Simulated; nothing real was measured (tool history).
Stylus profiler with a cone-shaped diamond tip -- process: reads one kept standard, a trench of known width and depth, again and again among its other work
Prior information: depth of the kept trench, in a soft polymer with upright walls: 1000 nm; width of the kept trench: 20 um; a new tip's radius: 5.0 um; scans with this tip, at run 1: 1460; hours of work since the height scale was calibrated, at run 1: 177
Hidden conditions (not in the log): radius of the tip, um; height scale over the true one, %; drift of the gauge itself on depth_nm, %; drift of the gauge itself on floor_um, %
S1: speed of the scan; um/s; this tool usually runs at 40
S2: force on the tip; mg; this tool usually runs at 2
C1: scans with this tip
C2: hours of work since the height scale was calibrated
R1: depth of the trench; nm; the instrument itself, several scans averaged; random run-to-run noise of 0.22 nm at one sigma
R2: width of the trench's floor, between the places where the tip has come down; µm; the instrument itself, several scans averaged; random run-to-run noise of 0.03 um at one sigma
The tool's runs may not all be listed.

run	hour	S1	S2	C1	C2	R1	R2
1	0	40	2	1460	177	1005.69	13.78
2	9	40	0.68	1500	182	1002.44	13.6
3	28.7	26	2	1586	192	1005.24	13.85
4	46.2	26	2	1663	201	1005.54	13.84
5	64.1	26	2	1742	211	1005.52	13.86
6	82.7	40	2	1823	221	1005.31	13.78
7	98.8	40	2	1894	229	1005.34	13.74
8	119.9	14	4.04	1986	240	1008.64	13.92
9	129.2	14	4.04	2027	245	1008.5	13.93
10	149.3	14	4.04	2115	256	1009.02	13.91
11	169.9	13	1.06	2205	267	1003.17	13.89
12	191	11	5.61	2298	278	1010.7	13.94
13	211.1	27	2	2386	289	1005.56	13.81
14	222.5	27	1.28	2436	295	1004.07	13.84

Branching from run 14: 4 alternative next runs. What would each branch give?
A	240	20	3.74	2513	304	?	?
B	240	30	3.01	2513	304	?	?
C	240	15	1.47	2513	304	?	?
D	240	65	2.42	2513	304	?	?

run	R1	R2
A	1007.87	13.93
B	1007.06	13.83
C	1004.01	13.89
D	1006.33	13.64
Had the tool no hidden state, the same runs would have come out as:
run	R1	R2
A	1007.86	13.94
B	1007.04	13.83
C	1003.99	13.89
D	1006.32	13.64

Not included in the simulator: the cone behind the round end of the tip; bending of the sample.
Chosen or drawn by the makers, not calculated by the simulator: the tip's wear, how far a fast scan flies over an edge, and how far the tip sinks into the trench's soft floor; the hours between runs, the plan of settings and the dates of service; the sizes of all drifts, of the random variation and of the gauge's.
